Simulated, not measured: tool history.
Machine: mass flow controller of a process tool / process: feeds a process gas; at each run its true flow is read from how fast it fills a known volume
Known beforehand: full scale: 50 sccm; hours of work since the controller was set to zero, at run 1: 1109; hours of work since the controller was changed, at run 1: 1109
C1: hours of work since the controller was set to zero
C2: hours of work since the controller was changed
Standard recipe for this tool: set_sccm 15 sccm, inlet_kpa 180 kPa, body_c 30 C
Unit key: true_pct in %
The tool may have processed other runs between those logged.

Run 1, day 0: usual settings; C1 1109; C2 1109. Result: true_pct 98.69 %.
Run 2, day 2.729: usual settings; C1 1138; C2 1138. Result: true_pct 98.78 %.
Run 3, day 7.158: usual settings but body_c 22 C; C1 1183; C2 1183. Result: true_pct 99.36 %.
Run 4, day 9.588: usual settings but body_c 22 C; C1 1209; C2 1209. Result: true_pct 99.27 %.
Run 5, day 14.95: usual settings but set_sccm 8 sccm, body_c 22 C; C1 1264; C2 1264. Result: true_pct 98.96 %.
Run 6, day 19.492: usual settings; C1 1311; C2 1311. Result: true_pct 98.44 %.
Run 7, day 23.388: usual settings; C1 1352; C2 1352. Result: true_pct 98.39 %.
Run 8, day 26.092: usual settings; C1 1380; C2 1380. Result: true_pct 98.32 %.
Run 9, day 30.604: usual settings but body_c 33 C; C1 1426; C2 1426. Result: true_pct 98.09 %.
Run 10, day 36.238: usual settings but body_c 33 C; C1 1485; C2 1485. Result: true_pct 98.03 %.
Run 11, day 41.458: usual settings but body_c 33 C; C1 1539; C2 1539. Result: true_pct 98.04 %.
Run 12, day 45.675: usual settings but body_c 33 C; C1 1583; C2 1583. Result: true_pct 97.98 %.
Run 13, day 48.675: usual settings but body_c 33 C; C1 1614; C2 1614. Result: true_pct 98.02 %.
Run 14, day 52.562: usual settings but body_c 33 C; C1 1654; C2 1654. Result: true_pct 97.89 %.
Run 15, day 57.004: usual settings but body_c 33 C; C1 1700; C2 1700. Result: true_pct 97.76 %.
Run 16, day 60.558: usual settings but body_c 33 C; C1 1737; C2 1737. Result: true_pct 97.88 %.
Run 17, day 66.046: usual settings; C1 1794; C2 1794. Result: true_pct 98.15 %.
Run 18, day 69.392: usual settings; C1 1828; C2 1828. Result: true_pct 98.01 %.
Run 19, day 75.025: usual settings; C1 1887; C2 1887. Result: true_pct 98.12 %.
Run 20, day 77.633: usual settings; C1 1914; C2 1914. Result: true_pct 97.84 %.
Run 21, day 80.283: usual settings; C1 1941; C2 1941. Result: true_pct 98.01 %.
Run 22, day 82.912: usual settings; C1 1968; C2 1968. Result: true_pct 98.08 %.
Run 23, day 88.858: usual settings; C1 2030; C2 2030. Result: true_pct 97.84 %.
Run 24, day 93.667: usual settings; C1 2080; C2 2080. Result: true_pct 98.01 %.
Run 25, day 97.55: usual settings but set_sccm 9 sccm, inlet_kpa 207 kPa; C1 2120; C2 2120. Result: true_pct 97.6 %.
Run 26, day 102.038: usual settings but set_sccm 10 sccm, inlet_kpa 200 kPa, body_c 26 C; C1 2167; C2 2167. Result: true_pct 97.98 %.
Run 27, day 105.458: usual settings but set_sccm 5 sccm, inlet_kpa 207 kPa, body_c 26 C; C1 2202; C2 2202. Result: true_pct 97.69 %.
Run 28, day 110.525: usual settings but set_sccm 9 sccm, body_c 31 C; C1 2255; C2 2255. Result: true_pct 97.42 %.
Run 29, day 113.5: usual settings but body_c 36 C; C1 2285; C2 2285. Result: true_pct 96.98 %.
Run 30, day 117.858: usual settings but body_c 36 C; C1 2331; C2 2331. Result: true_pct 97.21 %.
Run 31, day 120.842: usual settings but set_sccm 31 sccm, inlet_kpa 164 kPa, body_c 36 C; C1 2362; C2 2362. Result: true_pct 97.48 %.
Run 32, day 123.571: usual settings but set_sccm 13 sccm, inlet_kpa 146 kPa, body_c 22 C; C1 2390; C2 2390. Result: true_pct 98.39 %.
Run 33, day 128.546: usual settings but inlet_kpa 201 kPa; C1 2441; C2 2441. Result: true_pct 97.57 %.
Run 34, day 131.95: usual settings but set_sccm 28 sccm, inlet_kpa 144 kPa, body_c 24 C; C1 2477; C2 2477. Result: true_pct 98.54 %.
Run 35, day 135.525: usual settings but set_sccm 28 sccm, inlet_kpa 161 kPa, body_c 24 C; C1 2514; C2 2514. Result: true_pct 98.45 %.
Run 36, day 141.429: usual settings but set_sccm 28 sccm, inlet_kpa 161 kPa, body_c 24 C; C1 2575; C2 2575. Result: true_pct 98.41 %.
Run 37, day 146.379: usual settings but set_sccm 12 sccm, inlet_kpa 161 kPa, body_c 31 C; C1 2626; C2 2626. Result: true_pct 97.19 %.
At day 151.288: gauge calibrated.
Run 38, day 152.1: usual settings but set_sccm 12 sccm, inlet_kpa 161 kPa, body_c 31 C; C1 2685; C2 2685. Result: true_pct 98.46 %.
Run 39, day 155.908: usual settings but set_sccm 17 sccm, inlet_kpa 158 kPa, body_c 31 C; C1 2725; C2 2725. Result: true_pct 98.49 %.
Run 40, day 159.129: usual settings but set_sccm 5 sccm, inlet_kpa 191 kPa, body_c 23 C; C1 2758; C2 2758. Result: true_pct 99.01 %.
Run 41, day 163.667: usual settings but set_sccm 38 sccm, inlet_kpa 168 kPa, body_c 24 C; C1 2805; C2 2805. Result: true_pct 99.84 %.
Run 42, day 166.388: usual settings but set_sccm 33 sccm, inlet_kpa 179 kPa, body_c 21 C; C1 2833; C2 2833. Result: true_pct 99.75 %.
Run 43, day 171.975: usual settings but set_sccm 33 sccm, inlet_kpa 179 kPa, body_c 21 C; C1 2891; C2 2891. Result: true_pct 99.86 %.
Run 44, day 177.704: usual settings but set_sccm 49 sccm, inlet_kpa 189 kPa; C1 2951; C2 2951. Result: true_pct 99.49 %.
Run 45, day 181.917: usual settings but set_sccm 49 sccm, inlet_kpa 189 kPa; C1 2994; C2 2994. Result: true_pct 99.32 %.
Run 46, day 186.754: usual settings but set_sccm 8 sccm, body_c 24 C; C1 3045; C2 3045. Result: true_pct 98.63 %.
Run 47, day 190.708: usual settings but set_sccm 8 sccm, body_c 24 C; C1 3086; C2 3086. Result: true_pct 98.7 %.

What will run 48 give?
Run 48, day 193.246: usual settings but set_sccm 8 sccm, body_c 24 C; C1 3112; C2 3112. Result: true_pct ?.

{"run 48": {"true_pct": 98.57}}
Had the tool carried no hidden state, the very same run would have given true_pct 98.95 %.

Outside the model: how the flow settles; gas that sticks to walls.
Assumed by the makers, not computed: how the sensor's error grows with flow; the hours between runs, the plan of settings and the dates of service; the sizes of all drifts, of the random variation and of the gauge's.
